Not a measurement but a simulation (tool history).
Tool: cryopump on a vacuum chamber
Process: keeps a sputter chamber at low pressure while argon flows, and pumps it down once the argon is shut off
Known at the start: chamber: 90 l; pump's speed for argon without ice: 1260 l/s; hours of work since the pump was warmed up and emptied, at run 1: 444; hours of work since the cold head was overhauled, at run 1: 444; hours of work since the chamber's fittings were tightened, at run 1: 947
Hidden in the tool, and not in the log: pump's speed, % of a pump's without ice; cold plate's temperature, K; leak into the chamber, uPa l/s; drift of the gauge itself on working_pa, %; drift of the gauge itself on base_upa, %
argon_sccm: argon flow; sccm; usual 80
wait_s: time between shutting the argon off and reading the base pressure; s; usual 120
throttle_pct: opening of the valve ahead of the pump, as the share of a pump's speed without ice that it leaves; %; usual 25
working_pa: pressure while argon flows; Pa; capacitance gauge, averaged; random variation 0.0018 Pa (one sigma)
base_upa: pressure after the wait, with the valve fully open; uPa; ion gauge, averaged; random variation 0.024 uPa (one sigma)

| run | hour | argon_sccm | wait_s | throttle_pct | hours of work since the pump was warmed up and emptied | hours of work since the cold head was overhauled | hours of work since the chamber's fittings were tightened | working_pa | base_upa |
|---|---|---|---|---|---|---|---|---|---|
| 1 | 0.0 | 80 | 120 | 25 | 444 | 444 | 947 | 0.4487 | 2.81 |
| 2 | 10.0 | 80 | 120 | 25 | 453 | 453 | 955 | 0.4492 | 2.91 |
| 3 | 21.5 | 80 | 120 | 25 | 462 | 462 | 965 | 0.4503 | 2.94 |
| 4 | 29.8 | 80 | 120 | 25 | 470 | 470 | 972 | 0.4504 | 2.95 |
| 5 | 37.0 | 80 | 33 | 25 | 476 | 476 | 979 | 0.4513 | 4.69 |
| 6 | 44.5 | 50 | 33 | 25 | 482 | 482 | 985 | 0.2818 | 4.76 |
| 7 | 53.1 | 50 | 33 | 25 | 490 | 490 | 993 | 0.2833 | 4.63 |
| 8 | 65.8 | 50 | 33 | 25 | 501 | 501 | 1004 | 0.2832 | 4.55 |
| 9 | 79.6 | 80 | 120 | 25 | 513 | 513 | 1016 | 0.4516 | 3.00 |
| 10 | 85.9 | 80 | 120 | 25 | 518 | 518 | 1021 | 0.4526 | 3.04 |
| 11 | 97.4 | 45 | 120 | 25 | 528 | 528 | 1031 | 0.2556 | 3.14 |
| 12 | 103.6 | 80 | 113 | 25 | 534 | 534 | 1036 | 0.4546 | 3.08 |
| 13 | 118.2 | 80 | 53 | 25 | 546 | 546 | 1049 | 0.4511 | 3.96 |
| 14 | 124.9 | 80 | 120 | 35 | 552 | 552 | 1055 | 0.3292 | 3.18 |
| 15 | 134.2 | 39 | 120 | 35 | 560 | 560 | 1063 | 0.1635 | 3.15 |
| 16 | 142.4 | 80 | 120 | 35 | 567 | 567 | 1070 | 0.3332 | 3.25 |
| 17 | 149.1 | 80 | 66 | 35 | 573 | 573 | 1076 | 0.3348 | 3.72 |
| 18 | 163.3 | 80 | 66 | 35 | 585 | 585 | 1088 | 0.3321 | 3.80 |
| 19 | 173.6 | 42 | 78 | 25 | 594 | 594 | 1097 | 0.2392 | 3.66 |
| 20 | 182.4 | 80 | 24 | 32 | 602 | 602 | 1105 | 0.3628 | 5.88 |
| 21 | 195.4 | 86 | 186 | 47 | 613 | 613 | 1116 | 0.2772 | 3.07 |
| 22 | 207.4 | 125 | 88 | 20 | 624 | 624 | 1126 | 0.8811 | 3.62 |
| 23 | 217.2 | 108 | 24 | 33 | 632 | 632 | 1135 | 0.4809 | 5.86 |
| 24 | 230.2 | 87 | 113 | 32 | 643 | 643 | 1146 | 0.3973 | 3.43 |
| 25 | 238.2 | 49 | 48 | 15 | 650 | 650 | 1153 | 0.4567 | 4.37 |
| 26 | 249.5 | 33 | 20 | 21 | 660 | 660 | 1163 | 0.2237 | 6.76 |
| 27 | 261.4 | 34 | 21 | 15 | 671 | 671 | 1173 | 0.3180 | 6.56 |
| 28 | 276.0 | 34 | 21 | 15 | 683 | 683 | 1186 | 0.3187 | 6.65 |
|  | 290.6 | pump warmed up, emptied and cooled again |
| 29 | 295.2 | 34 | 21 | 15 | 4 | 695 | 1198 | 0.3057 | 5.95 |
| 30 | 303.2 | 132 | 21 | 15 | 11 | 702 | 1205 | 1.1885 | 5.97 |
| 31 | 313.2 | 126 | 79 | 16 | 20 | 711 | 1214 | 1.0578 | 3.36 |
| 32 | 324.3 | 76 | 39 | 26 | 29 | 721 | 1223 | 0.3924 | 4.32 |
| 33 | 336.5 | 48 | 198 | 25 | 40 | 731 | 1234 | 0.2586 | 2.82 |
| 34 | 350.3 | 61 | 187 | 16 | 52 | 743 | 1246 | 0.5141 | 2.83 |

Hidden state at the last listed run before each entry between runs and at the first one after, where it differs:
Between runs 28 and 29: pump warmed up, emptied and cooled again (hour 290.6)
  pump's speed, % of a pump's without ice: 77.4 -> 99.4; cold plate's temperature, K: 12.25 -> 12.26; leak into the chamber, uPa l/s: 2870 -> 2894
  measured less the result without the state, working_pa: +0.0136 -> +0.0006 Pa; base_upa: +2.76 -> +2.08 uPa
